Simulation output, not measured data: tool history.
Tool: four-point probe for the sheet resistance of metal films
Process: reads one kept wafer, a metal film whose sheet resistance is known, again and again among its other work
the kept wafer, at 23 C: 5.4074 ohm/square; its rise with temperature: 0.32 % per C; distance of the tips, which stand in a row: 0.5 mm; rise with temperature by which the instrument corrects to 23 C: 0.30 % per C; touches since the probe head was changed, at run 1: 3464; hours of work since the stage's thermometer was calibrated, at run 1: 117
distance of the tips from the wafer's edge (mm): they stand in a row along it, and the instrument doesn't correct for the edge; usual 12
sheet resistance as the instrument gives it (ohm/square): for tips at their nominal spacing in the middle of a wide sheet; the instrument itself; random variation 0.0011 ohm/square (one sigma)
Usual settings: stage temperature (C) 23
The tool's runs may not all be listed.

| run | hour | stage temperature (C) | distance of the tips from the wafer's edge (mm) | touches since the probe head was changed | hours of work since the stage's thermometer was calibrated | sheet resistance as the instrument gives it (ohm/square) |
|---|---|---|---|---|---|---|
| 1 | 0.0 | 23 | 12 | 3464 | 117 | 5.379043 |
| 2 | 19.3 | 28 | 12 | 3815 | 125 | 5.384775 |
| 3 | 30.5 | 28 | 12 | 4020 | 130 | 5.384379 |
| 4 | 49.1 | 28 | 12 | 4358 | 139 | 5.383992 |
| 5 | 68.9 | 28 | 12 | 4718 | 147 | 5.384651 |
| 6 | 95.0 | 23 | 12 | 5192 | 159 | 5.378565 |
| 7 | 112.8 | 35 | 12 | 5517 | 167 | 5.391597 |
| 8 | 135.5 | 35 | 12 | 5930 | 177 | 5.390785 |
| 9 | 147.9 | 35 | 12 | 6155 | 182 | 5.392640 |
| 10 | 164.9 | 23 | 12 | 6465 | 189 | 5.379462 |
| 11 | 187.6 | 23 | 12 | 6878 | 199 | 5.378134 |
| 12 | 201.2 | 23 | 12 | 7126 | 205 | 5.378361 |
| 13 | 220.6 | 23 | 23 | 7478 | 214 | 5.374279 |
| 14 | 242.8 | 23 | 23 | 7884 | 224 | 5.372654 |
| 15 | 263.3 | 23 | 23 | 8257 | 233 | 5.373094 |
| 16 | 279.1 | 23 | 23 | 8545 | 240 | 5.373853 |
| 17 | 298.4 | 23 | 12 | 8895 | 248 | 5.378482 |
| 18 | 322.6 | 23 | 12 | 9336 | 259 | 5.379109 |
| 19 | 346.7 | 23 | 11 | 9774 | 269 | 5.379631 |
| 20 | 358.9 | 23 | 11 | 9997 | 275 | 5.378108 |
| 21 | 377.0 | 23 | 10 | 10326 | 283 | 5.379920 |
| 22 | 390.7 | 23 | 10 | 10576 | 289 | 5.379070 |
| 23 | 413.2 | 23 | 10 | 10985 | 299 | 5.380812 |
| 24 | 425.6 | 28 | 28 | 11210 | 304 | 5.379759 |
| 25 | 439.3 | 19 | 43 | 11461 | 310 | 5.367392 |
| 26 | 461.5 | 32 | 27 | 11864 | 320 | 5.382952 |
| 27 | 474.5 | 24 | 20 | 12101 | 326 | 5.374564 |
| 28 | 487.0 | 19 | 20 | 12329 | 331 | 5.370429 |
| 29 | 507.8 | 23 | 61 | 12706 | 340 | 5.373191 |
| 30 | 520.0 | 20 | 61 | 12929 | 346 | 5.367845 |
| 31 | 534.3 | 18 | 5 | 13190 | 352 | 5.394964 |
| 32 | 555.9 | 23 | 12 | 13583 | 361 | 5.377207 |
| 33 | 579.3 | 24 | 5 | 14008 | 372 | 5.402030 |
| 34 | 594.9 | 24 | 12 | 14293 | 379 | 5.378630 |
| 35 | 605.9 | 31 | 5 | 14493 | 383 | 5.410698 |
| 36 | 624.1 | 31 | 5 | 14825 | 391 | 5.410235 |
| 37 | 649.3 | 30 | 5 | 15284 | 403 | 5.408636 |
| 38 | 664.4 | 35 | 11 | 15558 | 409 | 5.388934 |
| 39 | 690.8 | 24 | 53 | 16038 | 421 | 5.373801 |
| 40 | 715.2 | 18 | 26 | 16483 | 432 | 5.367002 |
| 41 | 726.4 | 18 | 26 | 16686 | 436 | 5.367907 |
| 42 | 740.5 | 18 | 26 | 16943 | 443 | 5.364833 |
| 43 | 751.3 | 19 | 11 | 17140 | 447 | 5.371771 |
| 44 | 770.0 | 21 | 35 | 17481 | 456 | 5.370945 |
| 45 | 792.9 | 21 | 34 | 17897 | 466 | 5.369091 |

Measured less the same run without the tool's hidden state. The same run-to-run variation is in both; the gauge's scatter may not be:
The hidden state here: inner tips' distance over the nominal, %; tips' flats over new ones', %; wafer's true temperature over the reading, C; drift of the gauge itself on sheet_ohm, %.
| run | sheet resistance as the instrument gives it (ohm/square) |
|---|---|
| 1 | -0.033474 |
| 2 | -0.033592 |
| 3 | -0.033637 |
| 4 | -0.033709 |
| 5 | -0.033800 |
| 6 | -0.033867 |
| 7 | -0.034021 |
| 8 | -0.034110 |
| 9 | -0.034171 |
| 10 | -0.034167 |
| 11 | -0.034252 |
| 12 | -0.034313 |
| 13 | -0.034373 |
| 14 | -0.034456 |
| 15 | -0.034543 |
| 16 | -0.034617 |
| 17 | -0.034729 |
| 18 | -0.034832 |
| 19 | -0.034938 |
| 20 | -0.034981 |
| 21 | -0.035060 |
| 22 | -0.035110 |
| 23 | -0.035214 |
| 24 | -0.035255 |
| 25 | -0.035249 |
| 26 | -0.035416 |
| 27 | -0.035435 |
| 28 | -0.035471 |
| 29 | -0.035571 |
| 30 | -0.035589 |
| 31 | -0.035820 |
| 32 | -0.035792 |
| 33 | -0.036039 |
| 34 | -0.035962 |
| 35 | -0.036187 |
| 36 | -0.036258 |
| 37 | -0.036351 |
| 38 | -0.036278 |
| 39 | -0.036322 |
| 40 | -0.036397 |
| 41 | -0.036449 |
| 42 | -0.036485 |
| 43 | -0.036570 |
| 44 | -0.036640 |
| 45 | -0.036719 |
